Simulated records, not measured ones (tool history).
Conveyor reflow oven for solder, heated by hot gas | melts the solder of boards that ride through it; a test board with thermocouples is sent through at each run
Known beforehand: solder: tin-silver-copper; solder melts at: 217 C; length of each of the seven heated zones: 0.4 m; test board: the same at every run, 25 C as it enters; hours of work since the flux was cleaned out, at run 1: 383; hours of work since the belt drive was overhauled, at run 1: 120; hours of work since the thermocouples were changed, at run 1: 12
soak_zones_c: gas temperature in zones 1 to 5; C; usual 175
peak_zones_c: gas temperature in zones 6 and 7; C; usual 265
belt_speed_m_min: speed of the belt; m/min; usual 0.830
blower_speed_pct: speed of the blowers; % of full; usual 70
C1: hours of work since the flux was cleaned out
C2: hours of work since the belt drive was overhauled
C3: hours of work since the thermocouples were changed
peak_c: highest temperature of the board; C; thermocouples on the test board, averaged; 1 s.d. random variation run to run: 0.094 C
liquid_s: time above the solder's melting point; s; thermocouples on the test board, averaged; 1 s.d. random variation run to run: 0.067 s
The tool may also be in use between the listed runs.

Run 1, day 0.000: usual settings; C1 383; C2 120; C3 12. Result: peak_c 253.22 C, liquid_s 44.86 s.
Run 2, day 0.304: usual settings but soak_zones_c 178 C; C1 389; C2 126; C3 18. Result: peak_c 253.59 C, liquid_s 45.99 s.
Run 3, day 0.546: usual settings but belt_speed_m_min 0.751 m/min; C1 393; C2 130; C3 22. Result: peak_c 255.59 C, liquid_s 51.61 s.
Run 4, day 0.804: usual settings but blower_speed_pct 66 % of full; C1 397; C2 135; C3 27. Result: peak_c 252.65 C, liquid_s 44.37 s.
At day 1.250: flux residue cleaned out of gas plates and filters.
Run 5, day 1.288: usual settings but blower_speed_pct 66 % of full; C1 1; C2 140; C3 32. Result: peak_c 252.27 C, liquid_s 44.26 s.
Run 6, day 1.588: usual settings but blower_speed_pct 66 % of full; C1 6; C2 145; C3 37. Result: peak_c 252.12 C, liquid_s 44.27 s.
Run 7, day 1.988: usual settings but blower_speed_pct 66 % of full; C1 13; C2 152; C3 44. Result: peak_c 251.85 C, liquid_s 44.25 s.
Run 8, day 2.417: usual settings but blower_speed_pct 66 % of full; C1 21; C2 160; C3 52. Result: peak_c 252.21 C, liquid_s 44.15 s.
Run 9, day 2.654: usual settings; C1 25; C2 164; C3 56. Result: peak_c 252.80 C, liquid_s 44.51 s.
Run 10, day 2.988: usual settings but belt_speed_m_min 0.689 m/min; C1 31; C2 170; C3 62. Result: peak_c 257.09 C, liquid_s 57.45 s.
Run 11, day 3.321: usual settings but belt_speed_m_min 0.689 m/min; C1 37; C2 176; C3 68. Result: peak_c 257.01 C, liquid_s 57.36 s.
Run 12, day 3.596: usual settings but belt_speed_m_min 0.689 m/min; C1 42; C2 181; C3 73. Result: peak_c 257.14 C, liquid_s 57.53 s.
Run 13, day 3.792: usual settings but peak_zones_c 271 C; C1 46; C2 185; C3 77. Result: peak_c 257.90 C, liquid_s 47.09 s.
At day 4.133: flux residue cleaned out of gas plates and filters, once more.
Run 14, day 4.354: usual settings but peak_zones_c 261 C; C1 4; C2 191; C3 83. Result: peak_c 250.82 C, liquid_s 44.30 s.
Run 15, day 4.754: usual settings but peak_zones_c 261 C; C1 11; C2 198; C3 91. Result: peak_c 250.88 C, liquid_s 44.26 s.
Run 16, day 5.079: usual settings but peak_zones_c 261 C; C1 17; C2 204; C3 96. Result: peak_c 250.78 C, liquid_s 44.11 s.
Run 17, day 5.471: usual settings but soak_zones_c 173 C, peak_zones_c 261 C, belt_speed_m_min 0.891 m/min, blower_speed_pct 60 % of full; C1 24; C2 211; C3 103. Result: peak_c 247.12 C, liquid_s 37.81 s.
Run 18, day 5.862: usual settings but soak_zones_c 173 C, peak_zones_c 261 C, belt_speed_m_min 0.891 m/min, blower_speed_pct 60 % of full; C1 31; C2 218; C3 110. Result: peak_c 247.09 C, liquid_s 37.79 s.
Run 19, day 6.308: usual settings but peak_zones_c 270 C, belt_speed_m_min 0.700 m/min, blower_speed_pct 84 % of full; C1 39; C2 226; C3 118. Result: peak_c 264.18 C, liquid_s 60.16 s.
Run 20, day 6.600: usual settings but peak_zones_c 270 C, belt_speed_m_min 0.741 m/min, blower_speed_pct 56 % of full; C1 44; C2 232; C3 124. Result: peak_c 260.02 C, liquid_s 54.25 s.
Run 21, day 7.042: usual settings but peak_zones_c 270 C, belt_speed_m_min 0.741 m/min, blower_speed_pct 56 % of full; C1 52; C2 240; C3 132. Result: peak_c 259.72 C, liquid_s 54.27 s.
Run 22, day 7.404: usual settings but blower_speed_pct 76 % of full; C1 59; C2 246; C3 138. Result: peak_c 255.13 C, liquid_s 46.48 s.
Run 23, day 7.642: usual settings but soak_zones_c 187 C, peak_zones_c 266 C; C1 63; C2 250; C3 142. Result: peak_c 257.07 C, liquid_s 50.45 s.
Run 24, day 7.858: usual settings but soak_zones_c 189 C, peak_zones_c 266 C, belt_speed_m_min 0.840 m/min; C1 67; C2 254; C3 146. Result: peak_c 256.72 C, liquid_s 50.36 s.
Run 25, day 8.296: usual settings but soak_zones_c 181 C, peak_zones_c 268 C, belt_speed_m_min 0.828 m/min, blower_speed_pct 52 % of full; C1 75; C2 262; C3 154. Result: peak_c 255.20 C, liquid_s 47.47 s.
Run 26, day 8.650: usual settings but soak_zones_c 181 C, peak_zones_c 253 C, belt_speed_m_min 0.828 m/min, blower_speed_pct 52 % of full; C1 81; C2 269; C3 161. Result: peak_c 241.77 C, liquid_s 39.89 s.
Run 27, day 8.908: usual settings but soak_zones_c 178 C, peak_zones_c 266 C, belt_speed_m_min 0.680 m/min, blower_speed_pct 69 % of full; C1 86; C2 273; C3 165. Result: peak_c 259.61 C, liquid_s 60.86 s.
Run 28, day 9.188: usual settings but soak_zones_c 187 C, peak_zones_c 274 C, belt_speed_m_min 0.695 m/min, blower_speed_pct 69 % of full; C1 91; C2 278; C3 170. Result: peak_c 267.77 C, liquid_s 65.13 s.
Run 29, day 9.571: usual settings but soak_zones_c 169 C, belt_speed_m_min 0.934 m/min; C1 98; C2 285; C3 177. Result: peak_c 250.22 C, liquid_s 36.68 s.
Run 30, day 9.883: usual settings but soak_zones_c 187 C, peak_zones_c 264 C, belt_speed_m_min 0.934 m/min, blower_speed_pct 83 % of full; C1 104; C2 291; C3 183. Result: peak_c 253.73 C, liquid_s 43.51 s.

Across each entry between runs, compare the hidden state at the last listed run before it with the hidden state at the first listed run after it:
In the gap between runs 4 and 5: flux residue cleaned out of gas plates and filters (day 1.250)
  heat that the gas passes to the board, % of a clean oven's: 91.7 -> 89.8; true gas temperature in zones 6 and 7 over the reading, C: 0.08 -> 0.09
  measured value less the no-hidden-state value, peak_c: -1.36 -> -1.73 C; liquid_s: -0.90 -> -1.19 s
In the gap between runs 13 and 14: flux residue cleaned out of gas plates and filters, once more (day 4.133)
  heat that the gas passes to the board, % of a clean oven's: 89 -> 99.1; belt's true speed, % of the reading: 99.68 -> 99.67
  measured value less the no-hidden-state value, peak_c: -1.94 -> +0.07 C; liquid_s: -1.02 -> +0.16 s
